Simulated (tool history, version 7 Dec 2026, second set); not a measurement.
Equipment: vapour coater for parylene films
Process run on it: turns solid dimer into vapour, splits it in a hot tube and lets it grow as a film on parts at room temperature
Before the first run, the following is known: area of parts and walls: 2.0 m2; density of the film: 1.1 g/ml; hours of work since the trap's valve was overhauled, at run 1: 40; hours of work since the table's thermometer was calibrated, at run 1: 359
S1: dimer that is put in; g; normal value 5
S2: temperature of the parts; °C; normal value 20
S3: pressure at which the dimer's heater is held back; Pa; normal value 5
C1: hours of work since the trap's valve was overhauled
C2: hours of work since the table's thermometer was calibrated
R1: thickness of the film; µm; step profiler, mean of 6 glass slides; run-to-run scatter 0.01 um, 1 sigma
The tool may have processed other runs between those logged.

run	hour	S1	S2	S3	C1	C2	R1
1	0	5	20	5	40	359	1.39
2	30.5	5	23	5	63	382	1.29
3	44.1	5	20	6.07	73	392	1.3
4	76.2	4	20	6.07	97	416	1.03
5	107	4	20	6.07	120	439	1.06
# hour 110.3: table's thermometer calibrated
6	129.7	4	20	6.07	136	14	1.03
7	149.1	5	20	5	151	29	1.32
8	181.8	8	21	2.74	175	53	2.35
9	203.6	8	21	2.74	192	70	2.31
10	234.3	2	23	5	215	93	0.49
11	266.9	3	31	7.24	239	117	0.59
# hour 270.2: table's thermometer calibrated, once more
12	290.9	4	21	5.6	256	16	0.99
13	315.3	9	32	9.73	275	34	1.62
14	345.4	5	24	5	297	56	1.18

Here are 5 independent what-if runs from the current tool condition. What would each one return?
A	370.8	3	19	5	316	75	?
B	370.8	6	26	7.11	316	75	?
C	370.8	4	24	7.22	316	75	?
D	370.8	8	28	3.03	316	75	?
E	370.8	7	20	5	316	75	?

run	R1
A	0.78
B	1.27
C	0.86
D	1.92
E	1.78
Had the tool no hidden state, the same runs would have come out as:
run	R1
A	0.87
B	1.41
C	0.95
D	2.12
E	1.97

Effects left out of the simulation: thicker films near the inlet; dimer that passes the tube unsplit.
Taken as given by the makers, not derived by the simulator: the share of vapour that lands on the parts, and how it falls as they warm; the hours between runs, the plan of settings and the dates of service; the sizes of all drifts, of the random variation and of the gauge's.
